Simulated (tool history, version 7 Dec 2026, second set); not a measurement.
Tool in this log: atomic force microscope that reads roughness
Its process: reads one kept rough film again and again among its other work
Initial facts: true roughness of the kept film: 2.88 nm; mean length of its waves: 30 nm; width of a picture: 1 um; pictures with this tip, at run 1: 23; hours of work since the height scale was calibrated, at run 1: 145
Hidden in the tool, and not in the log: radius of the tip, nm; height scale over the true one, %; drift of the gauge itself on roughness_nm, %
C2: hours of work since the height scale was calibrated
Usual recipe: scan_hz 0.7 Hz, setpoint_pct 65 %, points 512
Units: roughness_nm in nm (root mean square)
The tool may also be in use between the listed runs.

Run 1, day 0: usual settings; pictures with this tip 23; C2 145. Result: roughness_nm 2.477 nm (root mean square).
Run 2, day 0.746: usual settings; pictures with this tip 40; C2 152. Result: roughness_nm 2.461 nm (root mean square).
Run 3, day 1.417: usual settings; pictures with this tip 54; C2 159. Result: roughness_nm 2.484 nm (root mean square).
Run 4, day 1.833: usual settings; pictures with this tip 64; C2 164. Result: roughness_nm 2.491 nm (root mean square).
Run 5, day 2.633: usual settings; pictures with this tip 81; C2 172. Result: roughness_nm 2.471 nm (root mean square).
Run 6, day 3.538: usual settings; pictures with this tip 101; C2 181. Result: roughness_nm 2.467 nm (root mean square).
Run 7, day 4.146: usual settings; pictures with this tip 114; C2 188. Result: roughness_nm 2.484 nm (root mean square).
Run 8, day 5.112: usual settings; pictures with this tip 135; C2 198. Result: roughness_nm 2.484 nm (root mean square).
Run 9, day 5.567: usual settings; pictures with this tip 145; C2 202. Result: roughness_nm 2.477 nm (root mean square).
Run 10, day 6.138: usual settings; pictures with this tip 158; C2 208. Result: roughness_nm 2.473 nm (root mean square).
Run 11, day 6.662: usual settings but points 313; pictures with this tip 169; C2 214. Result: roughness_nm 2.441 nm (root mean square).
Run 12, day 7.112: usual settings but points 313; pictures with this tip 179; C2 218. Result: roughness_nm 2.48 nm (root mean square).
Run 13, day 7.621: usual settings; pictures with this tip 190; C2 224. Result: roughness_nm 2.467 nm (root mean square).
Run 14, day 8.367: usual settings; pictures with this tip 207; C2 231. Result: roughness_nm 2.46 nm (root mean square).
Run 15, day 9.004: usual settings but setpoint_pct 60 %; pictures with this tip 221; C2 238. Result: roughness_nm 2.507 nm (root mean square).
Run 16, day 9.867: usual settings but scan_hz 1.807 Hz; pictures with this tip 240; C2 247. Result: roughness_nm 2.357 nm (root mean square).
Run 17, day 10.688: usual settings but scan_hz 1.807 Hz; pictures with this tip 258; C2 255. Result: roughness_nm 2.347 nm (root mean square).
Run 18, day 11.475: usual settings but scan_hz 1.807 Hz; pictures with this tip 275; C2 263. Result: roughness_nm 2.378 nm (root mean square).
Run 19, day 12.404: usual settings but scan_hz 2.169 Hz, setpoint_pct 89 %; pictures with this tip 295; C2 273. Result: roughness_nm 1.936 nm (root mean square).
Run 20, day 12.808: usual settings but scan_hz 0.955 Hz, setpoint_pct 79 %, points 261; pictures with this tip 304; C2 277. Result: roughness_nm 2.319 nm (root mean square).
Run 21, day 13.371: usual settings but scan_hz 0.955 Hz, setpoint_pct 75 %, points 352; pictures with this tip 316; C2 283. Result: roughness_nm 2.352 nm (root mean square).
Run 22, day 13.783: usual settings but scan_hz 0.955 Hz, setpoint_pct 75 %, points 352; pictures with this tip 325; C2 287. Result: roughness_nm 2.376 nm (root mean square).
Run 23, day 14.542: usual settings but scan_hz 0.955 Hz, setpoint_pct 75 %, points 352; pictures with this tip 342; C2 295. Result: roughness_nm 2.378 nm (root mean square).
Run 24, day 14.979: usual settings but setpoint_pct 75 %, points 621; pictures with this tip 352; C2 300. Result: roughness_nm 2.417 nm (root mean square).
Run 25, day 15.642: usual settings but scan_hz 1.529 Hz, setpoint_pct 58 %, points 621; pictures with this tip 366; C2 307. Result: roughness_nm 2.448 nm (root mean square).
Run 26, day 16.592: usual settings but setpoint_pct 80 %; pictures with this tip 387; C2 317. Result: roughness_nm 2.382 nm (root mean square).
At day 16.808: new tip fitted.
Run 27, day 17.254: usual settings but scan_hz 2.985 Hz, setpoint_pct 69 %, points 609; pictures with this tip 10; C2 323. Result: roughness_nm 2.218 nm (root mean square).
Run 28, day 18.212: usual settings but setpoint_pct 81 %, points 375; pictures with this tip 31; C2 333. Result: roughness_nm 2.348 nm (root mean square).
Run 29, day 18.817: usual settings but setpoint_pct 80 %, points 263; pictures with this tip 44; C2 339. Result: roughness_nm 2.372 nm (root mean square).
Run 30, day 19.312: usual settings but setpoint_pct 77 %, points 460; pictures with this tip 55; C2 345. Result: roughness_nm 2.396 nm (root mean square).
Run 31, day 20.092: usual settings but setpoint_pct 87 %, points 397; pictures with this tip 72; C2 353. Result: roughness_nm 2.332 nm (root mean square).

Alternative continuations, all from the tool just after run 31; predict every row:
Run A, day 20.904: usual settings but scan_hz 3.335 Hz, points 281; pictures with this tip 90; C2 361. Result: roughness_nm ?.
Run B, day 20.904: usual settings but scan_hz 1.423 Hz, setpoint_pct 56 %, points 640; pictures with this tip 90; C2 361. Result: roughness_nm ?.
Run C, day 20.904: usual settings but setpoint_pct 80 %, points 989; pictures with this tip 90; C2 361. Result: roughness_nm ?.

run  roughness_nm
  A         2.211
  B         2.465
  C         2.397
The same runs, with their run-to-run variation unchanged, on a tool lacking any hidden condition would have given:
run  roughness_nm
  A         2.214
  B         2.467
  C           2.4
